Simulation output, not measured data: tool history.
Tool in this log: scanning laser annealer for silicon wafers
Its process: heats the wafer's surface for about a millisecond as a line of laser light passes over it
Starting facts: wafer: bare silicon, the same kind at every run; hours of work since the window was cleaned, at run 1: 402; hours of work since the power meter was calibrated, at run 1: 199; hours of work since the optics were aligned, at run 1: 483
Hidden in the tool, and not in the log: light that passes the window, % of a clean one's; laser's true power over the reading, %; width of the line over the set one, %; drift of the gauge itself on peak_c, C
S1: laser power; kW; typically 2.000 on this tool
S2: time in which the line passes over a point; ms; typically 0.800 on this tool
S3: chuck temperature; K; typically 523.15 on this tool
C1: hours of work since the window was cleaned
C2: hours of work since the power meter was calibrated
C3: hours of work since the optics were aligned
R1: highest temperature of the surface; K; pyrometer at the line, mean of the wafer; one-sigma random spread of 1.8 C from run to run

run 1 hour=0.0 | S1=2.000 S2=0.800 S3=523.15 | C1=402 C2=199 C3=483 | R1=1284.15
run 2 hour=60.5 | S1=2.000 S2=0.800 S3=523.15 | C1=430 C2=227 C3=512 | R1=1281.15
run 3 hour=122.1 | S1=2.000 S2=0.800 S3=523.15 | C1=459 C2=256 C3=540 | R1=1279.15
run 4 hour=154.8 | S1=2.000 S2=0.800 S3=523.15 | C1=474 C2=271 C3=556 | R1=1278.15
run 5 hour=196.6 | S1=2.000 S2=0.800 S3=551.15 | C1=494 C2=291 C3=575 | R1=1305.15
run 6 hour=247.5 | S1=1.748 S2=0.800 S3=551.15 | C1=518 C2=314 C3=599 | R1=1177.15
run 7 hour=301.6 | S1=2.173 S2=0.800 S3=551.15 | C1=543 C2=339 C3=624 | R1=1387.15
run 8 hour=362.9 | S1=2.000 S2=0.800 S3=523.15 | C1=571 C2=368 C3=653 | R1=1271.15
run 9 hour=407.6 | S1=2.000 S2=0.800 S3=523.15 | C1=592 C2=389 C3=674 | R1=1269.15
-- hour=429.6 window over the wafer cleaned
run 10 hour=451.3 | S1=2.000 S2=0.984 S3=523.15 | C1=10 C2=408 C3=693 | R1=1388.15
run 11 hour=495.5 | S1=2.000 S2=0.984 S3=523.15 | C1=31 C2=429 C3=714 | R1=1386.15
run 12 hour=558.0 | S1=1.705 S2=0.800 S3=523.15 | C1=60 C2=458 C3=743 | R1=1154.15
-- hour=598.1 optics aligned, line set to its width
run 13 hour=609.2 | S1=1.705 S2=0.800 S3=523.15 | C1=81 C2=480 C3=5 | R1=1170.15
run 14 hour=673.6 | S1=2.025 S2=0.800 S3=523.15 | C1=112 C2=510 C3=35 | R1=1331.15
run 15 hour=738.4 | S1=2.025 S2=0.800 S3=523.15 | C1=142 C2=540 C3=65 | R1=1332.15
run 16 hour=802.7 | S1=2.025 S2=0.800 S3=523.15 | C1=172 C2=570 C3=95 | R1=1325.15
run 17 hour=829.3 | S1=2.025 S2=0.800 S3=523.15 | C1=184 C2=582 C3=108 | R1=1327.15
run 18 hour=888.7 | S1=2.025 S2=0.800 S3=523.15 | C1=212 C2=610 C3=136 | R1=1322.15
run 19 hour=929.1 | S1=2.000 S2=0.800 S3=523.15 | C1=231 C2=629 C3=154 | R1=1311.15
run 20 hour=981.4 | S1=2.000 S2=0.800 S3=528.15 | C1=255 C2=653 C3=179 | R1=1312.15
run 21 hour=1041.0 | S1=2.000 S2=0.800 S3=528.15 | C1=283 C2=681 C3=207 | R1=1310.15
run 22 hour=1078.3 | S1=1.950 S2=0.567 S3=540.15 | C1=300 C2=699 C3=224 | R1=1178.15
run 23 hour=1126.4 | S1=1.950 S2=0.567 S3=540.15 | C1=323 C2=721 C3=246 | R1=1176.15
run 24 hour=1188.3 | S1=1.950 S2=0.567 S3=540.15 | C1=352 C2=750 C3=275 | R1=1174.15
run 25 hour=1248.7 | S1=2.131 S2=0.620 S3=561.15 | C1=380 C2=778 C3=304 | R1=1304.15
run 26 hour=1313.6 | S1=2.131 S2=0.620 S3=561.15 | C1=410 C2=808 C3=334 | R1=1300.15
run 27 hour=1347.2 | S1=2.000 S2=0.680 S3=523.15 | C1=426 C2=824 C3=350 | R1=1233.15
run 28 hour=1374.1 | S1=2.000 S2=0.680 S3=523.15 | C1=438 C2=837 C3=362 | R1=1230.15
run 29 hour=1427.8 | S1=2.044 S2=0.872 S3=553.15 | C1=463 C2=862 C3=387 | R1=1376.15
run 30 hour=1462.9 | S1=1.771 S2=0.872 S3=557.15 | C1=480 C2=878 C3=404 | R1=1233.15
run 31 hour=1505.2 | S1=1.892 S2=0.698 S3=523.15 | C1=500 C2=898 C3=423 | R1=1183.15
run 32 hour=1534.6 | S1=1.892 S2=0.698 S3=523.15 | C1=513 C2=912 C3=437 | R1=1181.15
run 33 hour=1599.0 | S1=2.131 S2=0.837 S3=550.15 | C1=543 C2=942 C3=467 | R1=1389.15
run 34 hour=1657.0 | S1=2.131 S2=0.837 S3=550.15 | C1=570 C2=969 C3=494 | R1=1388.15
run 35 hour=1710.0 | S1=2.131 S2=0.837 S3=550.15 | C1=595 C2=993 C3=519 | R1=1388.15
-- hour=1721.1 window over the wafer cleaned
run 36 hour=1769.7 | S1=1.764 S2=0.824 S3=559.15 | C1=23 C2=1020 C3=546 | R1=1241.15
run 37 hour=1804.3 | S1=2.190 S2=0.824 S3=531.15 | C1=39 C2=1036 C3=562 | R1=1436.15
run 38 hour=1832.5 | S1=2.190 S2=0.824 S3=531.15 | C1=52 C2=1050 C3=575 | R1=1434.15
run 39 hour=1888.9 | S1=2.190 S2=0.824 S3=531.15 | C1=78 C2=1076 C3=601 | R1=1430.15
run 40 hour=1939.5 | S1=2.021 S2=0.838 S3=490.15 | C1=102 C2=1100 C3=625 | R1=1302.15
run 41 hour=1983.3 | S1=2.198 S2=0.641 S3=525.15 | C1=122 C2=1120 C3=645 | R1=1322.15
run 42 hour=2025.6 | S1=1.759 S2=0.981 S3=536.15 | C1=142 C2=1140 C3=665 | R1=1261.15

How the hidden state differs across the entries between the runs, from the last listed run before each to the first after it:
Runs 9 to 10: window over the wafer cleaned (hour 429.6)
  light that passes the window, % of a clean one's: 95.85 -> 99.82; width of the line over the set one, %: 3 -> 3.07
  what was measured, less what the result would be without the hidden state, R1: -63.00 -> -25.00 K
Runs 12 to 13: optics aligned, line set to its width (hour 598.1)
  light that passes the window, % of a clean one's: 99.49 -> 99.33; laser's true power over the reading, %: -0.02 -> -0.01; width of the line over the set one, %: 3.25 -> 0.13
  what was measured, less what the result would be without the hidden state, R1: -22.00 -> -7.00 K
Runs 35 to 36: window over the wafer cleaned (hour 1721.1)
  light that passes the window, % of a clean one's: 95.96 -> 99.76; laser's true power over the reading, %: 0.17 -> 0.18; width of the line over the set one, %: 2.07 -> 2.18
  what was measured, less what the result would be without the hidden state, R1: -61.00 -> -14.00 K
